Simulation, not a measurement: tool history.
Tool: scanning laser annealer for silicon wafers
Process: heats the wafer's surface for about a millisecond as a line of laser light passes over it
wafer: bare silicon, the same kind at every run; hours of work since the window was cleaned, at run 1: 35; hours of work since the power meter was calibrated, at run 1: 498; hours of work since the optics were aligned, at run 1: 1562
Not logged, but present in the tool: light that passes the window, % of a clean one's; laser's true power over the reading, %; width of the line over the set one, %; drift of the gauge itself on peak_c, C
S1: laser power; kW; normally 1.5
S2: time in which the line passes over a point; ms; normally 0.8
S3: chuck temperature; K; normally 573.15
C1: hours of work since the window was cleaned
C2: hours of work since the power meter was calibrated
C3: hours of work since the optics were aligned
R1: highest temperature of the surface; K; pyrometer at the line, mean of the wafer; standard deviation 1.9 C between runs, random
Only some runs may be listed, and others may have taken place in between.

run,hour,S1,S2,S3,C1,C2,C3,R1
1,0,1.5,0.8,573.15,35,498,1562,1376.15
2,27.5,1.5,0.8,573.15,47,510,1574,1374.15
3,63.5,1.5,0.8,573.15,63,526,1589,1375.15
4,85,1.5,0.8,573.15,72,535,1599,1375.15
5,124.4,1.5,0.8,610.15,89,552,1616,1418.15
6,153.4,1.5,0.8,610.15,102,564,1628,1413.15
7,176.5,1.5,0.8,573.15,112,574,1638,1376.15
8,215.4,1.5,0.8,610.15,128,591,1655,1410.15
9,248.4,1.5,0.8,610.15,143,605,1669,1413.15
10,268.5,1.5,0.8,573.15,151,614,1678,1375.15
11,304.6,1.5,0.8,573.15,167,630,1693,1374.15
12,330.1,1.5,0.8,573.15,178,641,1704,1372.15
13,354.9,1.5,0.8,573.15,188,651,1715,1376.15
14,384.2,1.5,0.8,573.15,201,664,1728,1377.15
15,412.5,1.5,0.8,573.15,213,676,1740,1375.15
16,437,1.5,0.8,573.15,224,687,1750,1378.15
17,464.5,1.5,0.8,573.15,236,699,1762,1376.15
18,501.1,1.5,0.8,573.15,252,714,1778,1375.15
19,531.9,1.5,0.8,573.15,265,728,1791,1371.15
20,551.6,1.5,0.8,607.15,273,736,1800,1408.15
21,587.6,1.5,0.8,607.15,289,752,1815,1411.15
# hour 603.5: optics aligned, line set to its width
22,613.6,1.5,0.8,607.15,298,761,4,1411.15
23,637.4,1.5,0.967,569.15,308,771,15,1452.15
24,658.4,1.594,0.862,591.15,317,780,24,1495.15
25,680.1,1.277,0.607,593.15,327,789,33,1153.15
26,708.1,1.524,0.607,593.15,339,801,45,1305.15
27,730.2,1.637,0.607,572.15,348,811,55,1354.15
28,753,1.337,0.682,538.15,358,821,64,1175.15
29,785.2,1.503,0.704,565.15,372,835,78,1318.15
30,812.6,1.5,0.787,573.15,384,847,90,1370.15
31,832,1.5,0.819,563.15,392,855,99,1375.15
32,860.8,1.5,0.645,611.15,404,867,111,1327.15
33,881.2,1.5,0.875,563.15,413,876,120,1403.15
34,900.2,1.5,0.875,563.15,421,884,128,1401.15
35,932.3,1.619,0.817,563.15,435,898,142,1460.15
36,962.4,1.619,0.817,563.15,448,911,155,1458.15
37,1000.1,1.619,0.817,563.15,464,927,171,1458.15
38,1022.4,1.331,0.872,573.15,474,937,181,1287.15
39,1058.8,1.413,0.643,586.15,490,953,196,1249.15
# hour 1098.3: window over the wafer cleaned
40,1100,1.413,0.643,592.15,1,970,213,1256.15

What differs in the tool's unlogged condition from the final listed run ahead of each entry between runs to the first listed run following it?
In the gap between runs 21 and 22: optics aligned, line set to its width (hour 603.5)
  light that passes the window, % of a clean one's: 99.93 -> 99.92; width of the line over the set one, %: 0.06 -> 0
In the gap between runs 39 and 40: window over the wafer cleaned (hour 1098.3)
  light that passes the window, % of a clean one's: 99.88 -> 99.99
